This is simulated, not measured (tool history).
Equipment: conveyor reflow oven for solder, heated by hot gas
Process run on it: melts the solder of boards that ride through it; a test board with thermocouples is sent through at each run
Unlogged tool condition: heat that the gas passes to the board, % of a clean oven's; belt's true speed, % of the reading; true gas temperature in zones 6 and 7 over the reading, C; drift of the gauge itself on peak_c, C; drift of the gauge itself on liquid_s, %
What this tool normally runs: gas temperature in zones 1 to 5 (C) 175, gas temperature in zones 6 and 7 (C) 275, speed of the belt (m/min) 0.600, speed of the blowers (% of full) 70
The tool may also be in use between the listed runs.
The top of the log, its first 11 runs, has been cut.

run,hour,gas temperature in zones 1 to 5 (C),gas temperature in zones 6 and 7 (C),speed of the belt (m/min),speed of the blowers (% of full),hours of work since the flux was cleaned out,hours of work since the belt drive was overhauled,hours of work since the thermocouples were changed,highest temperature of the board (C),time above the solder's melting point (s)
12,235.5,164,275,0.600,70,62,340,361,259.8,62.1
13,260.2,164,275,0.600,70,73,351,372,260.0,62.1
14,288.9,166,275,0.600,70,86,363,384,260.1,62.7
15,311.1,166,275,0.600,88,95,373,394,264.9,66.6
16,324.1,166,275,0.600,88,101,378,399,265.0,66.3
17,340.0,175,282,0.600,70,108,385,406,267.5,69.6
18,354.9,175,282,0.600,70,114,392,413,267.9,70.0
19,373.9,175,282,0.600,70,122,400,421,267.9,69.9
20,398.3,181,275,0.503,70,133,411,431,266.7,85.8
21,422.6,177,278,0.505,70,144,421,442,268.7,85.4
22,452.5,182,275,0.600,60,157,434,455,259.5,67.4
23,479.1,167,275,0.568,70,168,446,467,261.3,68.1
# hour 489.0: flux residue cleaned out of gas plates and filters
24,508.6,175,271,0.600,70,8,456,477,257.7,64.6
25,527.1,188,271,0.600,81,17,464,485,261.9,72.3
26,546.9,183,275,0.600,70,25,473,494,262.5,69.9
27,561.4,183,275,0.600,70,31,479,500,262.4,70.2
28,581.5,183,275,0.600,70,40,488,509,262.5,70.2
29,600.0,177,276,0.625,76,48,496,517,262.8,65.2
30,618.9,181,275,0.600,70,56,504,525,262.2,69.4

Consider 4 possible next runs. They are alternatives, not a sequence: every one starts from the tool as it was left by run 30. What does each give?
A,639.5,175,275,0.624,70,65,513,534,?,?
B,639.5,164,275,0.600,70,65,513,534,?,?
C,639.5,180,275,0.692,82,65,513,534,?,?
D,639.5,174,273,0.600,70,65,513,534,?,?

run,highest temperature of the board (C),time above the solder's melting point (s)
A,260.3,63.2
B,260.0,62.2
C,261.2,58.9
D,259.7,65.1
Stripped of hidden state, with their random variation kept, the same runs would have yielded:
run,highest temperature of the board (C),time above the solder's melting point (s)
A,260.2,63.1
B,259.9,62.2
C,261.1,58.9
D,259.6,65.1
